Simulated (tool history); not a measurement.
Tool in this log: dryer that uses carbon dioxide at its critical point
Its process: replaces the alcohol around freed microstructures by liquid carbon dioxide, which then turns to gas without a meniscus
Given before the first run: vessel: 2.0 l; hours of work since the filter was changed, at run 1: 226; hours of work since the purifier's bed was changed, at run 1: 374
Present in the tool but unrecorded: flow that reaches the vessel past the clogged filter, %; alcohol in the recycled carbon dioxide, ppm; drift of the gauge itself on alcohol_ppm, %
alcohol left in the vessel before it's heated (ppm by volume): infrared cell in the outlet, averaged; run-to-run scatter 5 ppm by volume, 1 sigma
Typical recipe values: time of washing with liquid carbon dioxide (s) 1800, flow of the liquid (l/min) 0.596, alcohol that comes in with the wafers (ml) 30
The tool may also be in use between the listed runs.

run	hour	time of washing with liquid carbon dioxide (s)	flow of the liquid (l/min)	alcohol that comes in with the wafers (ml)	hours of work since the filter was changed	hours of work since the purifier's bed was changed	alcohol left in the vessel before it's heated (ppm by volume)
1	0.0	1800	0.596	30	226	374	100
2	9.4	1800	0.596	30	231	379	108
3	18.3	1800	0.596	30	236	384	102
4	26.7	1800	0.596	30	241	388	106
5	43.3	1740	0.596	30	249	397	111
6	55.4	1740	0.596	30	256	404	114
7	67.1	1740	0.596	30	262	410	126
8	76.6	1800	0.596	30	268	415	109
9	83.8	1800	0.596	30	271	419	121
10	99.7	1800	0.542	30	280	428	141
11	110.5	1800	0.542	30	286	434	147
12	126.8	1800	0.542	30	295	443	146
13	143.9	1260	0.596	30	304	452	310
14	152.4	1260	0.596	30	309	456	303
15	164.2	1260	0.466	79	315	463	1590
16	179.4	1260	0.466	79	323	471	1611
17	191.9	2220	0.580	97	330	478	125
18	208.2	2220	0.381	109	339	487	637
19	216.4	1800	0.939	39	343	491	84
20	223.4	1800	0.939	39	347	495	95

Run 21 comes next. What will it give?
21	239.9	1260	0.498	62	356	504	?

Run 21 produced alcohol left in the vessel before it's heated (ppm by volume) 1060.
The same run, on a tool lacking any hidden state, would have yielded alcohol left in the vessel before it's heated (ppm by volume) 727.
